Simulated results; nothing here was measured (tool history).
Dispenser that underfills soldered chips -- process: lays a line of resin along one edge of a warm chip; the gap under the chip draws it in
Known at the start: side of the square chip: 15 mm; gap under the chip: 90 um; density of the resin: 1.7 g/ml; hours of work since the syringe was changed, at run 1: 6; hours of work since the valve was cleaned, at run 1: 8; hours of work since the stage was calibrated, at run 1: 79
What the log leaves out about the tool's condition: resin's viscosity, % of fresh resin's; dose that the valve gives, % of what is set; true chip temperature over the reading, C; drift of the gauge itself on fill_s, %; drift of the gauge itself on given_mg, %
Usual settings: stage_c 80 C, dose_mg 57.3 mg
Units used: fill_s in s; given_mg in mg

run	hour	stage_c	dose_mg	hours of work since the syringe was changed	hours of work since the valve was cleaned	hours of work since the stage was calibrated	fill_s	given_mg
1	0	80	57.3	6	8	79	195.7	57.4
# hour 4.7: new syringe of resin
2	4.7	80	57.3	0	11	82	131.3	56.68
3	10.1	80	55.5	4	16	87	177.8	55.1
4	15.9	80	55.5	9	20	91	232.3	55.01
# hour 17.2: new syringe of resin
5	22.8	80	55.5	4	25	96	178.3	54.72
6	27.2	80	55.5	8	28	99	220.1	55.03
# hour 29.7: new syringe of resin
7	30.7	80	57.3	1	31	102	140.5	56.4
8	37.2	80	57.3	6	36	107	192	56.3
9	41.1	80	57.3	9	39	110	235.5	56.59
# hour 42: new syringe of resin
10	45.1	80	57.3	2	42	113	152.6	56.54
11	50.7	80	57.3	7	46	117	204.9	56.31
# hour 54.3: new syringe of resin
12	57.2	86	57.3	2	51	122	121.9	56.32
13	62.7	86	57.3	6	55	126	157.6	56.34
# hour 66.6: new syringe of resin
14	67.2	86	52.1	0	58	129	105	50.85
15	70.3	80	71.3	3	60	131	155	69.6
16	75.7	80	71.3	7	65	136	204.3	69.78
# hour 78.9: new syringe of resin
17	81.3	80	57.3	2	69	140	148.2	55.98
18	84.5	80	57.3	4	71	142	172.2	56
19	90.3	80	73.1	9	76	146	231.3	71.43
# hour 91.3: new syringe of resin
# hour 92.7: dispensing valve cleaned and set on the balance
20	94.7	74	62	2	2	149	188.1	62.1
21	99	74	62	5	5	152	234.5	61.69
22	103.6	71	63.7	9	8	156	341.8	63.69
# hour 105.1: new syringe of resin
23	109.2	71	63.7	3	12	160	230.9	63.38
24	112.5	67	57.3	6	15	162	324.9	56.78
# hour 117.5: new syringe of resin
25	118.1	69	57.3	0	19	166	207.8	56.64
26	121.4	87	65.1	3	22	169	116.3	64.68
27	125.7	92	74.5	6	25	172	119	73.59
# hour 129.9: new syringe of resin
28	131.4	92	74.5	1	29	176	85.6	73.74
29	138.3	66	70.8	6	34	181	352.2	70.17
30	141.5	75	51.2	9	37	184	285.7	50.24
# hour 142.4: new syringe of resin
31	148.9	80	51.1	5	42	189	175.2	50.25
# hour 154.8: new syringe of resin
32	156	80	50.7	1	47	195	140.1	49.85
33	159.8	67	51.8	4	50	197	292.9	50.56
# hour 167.1: new syringe of resin
34	167.1	80	50.3	0	56	203	130.6	49.24
35	170.5	80	50.3	3	58	205	159.4	49.18

Below are 5 alternative next runs, each starting from the tool's condition after run 35. Predict each:
A	176.5	66	68.5	7	63	210	?	?
B	176.5	71	50.8	7	63	210	?	?
C	176.5	94	67.4	7	63	210	?	?
D	176.5	90	56.6	7	63	210	?	?
E	176.5	72	62	7	63	210	?	?

run	fill_s	given_mg
A	372.6	66.83
B	314.9	49.34
C	118.5	66.2
D	140.6	55.32
E	290	60.71
Take away the tool's hidden state, keep each run's random variation, and the runs would have read:
run	fill_s	given_mg
A	241.2	68.42
B	202.9	50.52
C	76.4	67.78
D	90.1	56.64
E	187	62.16
